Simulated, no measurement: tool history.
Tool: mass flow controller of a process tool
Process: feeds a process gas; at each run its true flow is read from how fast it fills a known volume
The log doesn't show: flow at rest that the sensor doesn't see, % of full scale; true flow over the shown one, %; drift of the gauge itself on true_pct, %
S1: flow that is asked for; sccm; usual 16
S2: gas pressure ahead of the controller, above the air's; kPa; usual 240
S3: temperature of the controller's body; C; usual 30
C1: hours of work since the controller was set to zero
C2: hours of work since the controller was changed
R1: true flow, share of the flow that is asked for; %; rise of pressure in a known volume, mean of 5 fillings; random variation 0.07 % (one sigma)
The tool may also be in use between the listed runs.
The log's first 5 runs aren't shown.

run	hour	S1	S2	S3	C1	C2	R1
6	1146.9	16	153	30	2895	2895	100.25
7	1303.3	16	153	30	3004	3004	100.3
8	1490.8	16	153	30	3134	3134	100.36
9	1634.6	16	153	30	3234	3234	100.43
10	1885.9	16	186	30	3409	3409	100.3
11	2143.3	16	186	30	3588	3588	100.54
12	2392.2	16	240	30	3762	3762	100.18
13	2571.3	16	155	30	3887	3887	100.69
14	2855.4	16	155	30	4084	4084	100.73
15	3023.1	16	155	30	4201	4201	100.69
16	3211.8	16	155	30	4333	4333	100.8
17	3484.4	15	240	20	4522	4522	100.59
18	3768.2	15	240	20	4720	4720	100.77

The next listed run, before its measurement:
19	3964.2	15	240	20	4856	4856	?

Run 19 gave R1 100.83 %.
Without the tool's hidden state the same run would have given R1 99.51 %.

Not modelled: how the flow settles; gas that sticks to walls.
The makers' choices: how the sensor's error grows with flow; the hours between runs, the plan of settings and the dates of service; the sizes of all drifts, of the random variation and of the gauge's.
